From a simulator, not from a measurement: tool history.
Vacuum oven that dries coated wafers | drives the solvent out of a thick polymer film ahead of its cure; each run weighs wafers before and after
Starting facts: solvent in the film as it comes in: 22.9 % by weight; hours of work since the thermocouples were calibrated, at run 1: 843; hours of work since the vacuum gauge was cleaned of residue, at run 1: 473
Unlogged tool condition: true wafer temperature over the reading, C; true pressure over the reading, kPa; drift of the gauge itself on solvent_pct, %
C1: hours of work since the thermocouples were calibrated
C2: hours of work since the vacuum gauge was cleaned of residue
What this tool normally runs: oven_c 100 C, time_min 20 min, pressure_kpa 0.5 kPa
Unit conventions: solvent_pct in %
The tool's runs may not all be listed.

run 1 day=0 | oven_c=100 time_min=20 pressure_kpa=0.5 | C1=843 C2=473 | solvent_pct=1.59
run 2 day=1.771 | oven_c=100 time_min=11 pressure_kpa=0.5 | C1=862 C2=492 | solvent_pct=4.24
run 3 day=4.954 | oven_c=100 time_min=20 pressure_kpa=0.5 | C1=896 C2=526 | solvent_pct=1.57
run 4 day=8.083 | oven_c=100 time_min=20 pressure_kpa=0.5 | C1=929 C2=559 | solvent_pct=1.61
run 5 day=10.417 | oven_c=100 time_min=20 pressure_kpa=0.5 | C1=954 C2=584 | solvent_pct=1.58
run 6 day=12.558 | oven_c=100 time_min=20 pressure_kpa=0.5 | C1=976 C2=606 | solvent_pct=1.61
run 7 day=14.146 | oven_c=100 time_min=20 pressure_kpa=1.53 | C1=993 C2=623 | solvent_pct=2.82
run 8 day=17.708 | oven_c=100 time_min=20 pressure_kpa=1.53 | C1=1031 C2=661 | solvent_pct=2.8
run 9 day=20.567 | oven_c=100 time_min=20 pressure_kpa=1.53 | C1=1061 C2=691 | solvent_pct=2.97
run 10 day=23.154 | oven_c=100 time_min=20 pressure_kpa=1.53 | C1=1089 C2=719 | solvent_pct=2.81
run 11 day=25.083 | oven_c=102 time_min=20 pressure_kpa=0.439 | C1=1109 C2=739 | solvent_pct=1.18
run 12 day=27.758 | oven_c=97 time_min=31 pressure_kpa=0.5 | C1=1138 C2=768 | solvent_pct=1.11
run 13 day=30.742 | oven_c=113 time_min=31 pressure_kpa=0.253 | C1=1169 C2=800 | solvent_pct=0.22
run 14 day=32.925 | oven_c=113 time_min=22 pressure_kpa=0.253 | C1=1193 C2=823 | solvent_pct=0.17
run 15 day=34.933 | oven_c=113 time_min=22 pressure_kpa=1.579 | C1=1214 C2=844 | solvent_pct=1.36
run 16 day=37 | oven_c=94 time_min=18 pressure_kpa=1.579 | C1=1236 C2=866 | solvent_pct=5.11
run 17 day=39.038 | oven_c=85 time_min=36 pressure_kpa=0.533 | C1=1258 C2=888 | solvent_pct=3.55
-- day=39.875 oven's thermocouples calibrated
run 18 day=42.738 | oven_c=85 time_min=36 pressure_kpa=0.533 | C1=30 C2=926 | solvent_pct=3.56

5 options for the next run, each taken on its own from the tool as it stands now. Forecast them:
run A day=45.604 | oven_c=111 time_min=20 pressure_kpa=1.328 | C1=61 C2=956 | solvent_pct=?
run B day=45.604 | oven_c=88 time_min=35 pressure_kpa=0.28 | C1=61 C2=956 | solvent_pct=?
run C day=45.604 | oven_c=85 time_min=17 pressure_kpa=0.533 | C1=61 C2=956 | solvent_pct=?
run D day=45.604 | oven_c=90 time_min=22 pressure_kpa=0.5 | C1=61 C2=956 | solvent_pct=?
run E day=45.604 | oven_c=95 time_min=20 pressure_kpa=0.786 | C1=61 C2=956 | solvent_pct=?

run=A solvent_pct=1.19
run=B solvent_pct=2.26
run=C solvent_pct=8
run=D solvent_pct=4.05
run=E solvent_pct=3.22
Had the tool no hidden state, the same runs would have come out as:
run=A solvent_pct=1.18
run=B solvent_pct=2.23
run=C solvent_pct=7.98
run=D solvent_pct=4.03
run=E solvent_pct=3.2
